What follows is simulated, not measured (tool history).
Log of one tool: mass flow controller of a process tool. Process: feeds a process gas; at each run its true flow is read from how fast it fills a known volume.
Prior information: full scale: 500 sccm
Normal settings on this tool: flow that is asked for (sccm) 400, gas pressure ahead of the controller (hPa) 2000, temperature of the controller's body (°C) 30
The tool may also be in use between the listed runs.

run	day	flow that is asked for (sccm)	gas pressure ahead of the controller (hPa)	temperature of the controller's body (°C)	true flow (%)
1	0	400	2000	30	99.56
2	1.896	400	2000	30	99.37
3	4.546	400	1760	30	99.28
4	8.1	400	2000	30	99.46
5	12.067	400	2000	30	99.46
6	14.129	400	2000	30	99.48
7	17.771	400	1930	30	99.34
8	22.167	332	1930	30	99.45
9	25.329	145	1860	35	99.2
10	28.029	82	1700	35	99.55
11	30.642	82	1700	35	99.72
12	33.367	400	1590	40	98.7
13	37.508	400	1590	40	98.6
14	40.538	73	1690	22	100.77
15	44.288	73	1690	22	100.7

Below are 4 alternative next runs, each starting from the tool's condition after run 15. Predict each:
A	47.567	425	1800	22	?
B	47.567	120	1510	30	?
C	47.567	80	2330	30	?
D	47.567	400	2800	30	?

run	true flow (%)
A	99.8
B	99.53
C	100.47
D	99.97
What these runs would have given with no unlogged condition in the tool:
run	true flow (%)
A	99.93
B	98.91
C	99.34
D	100.08
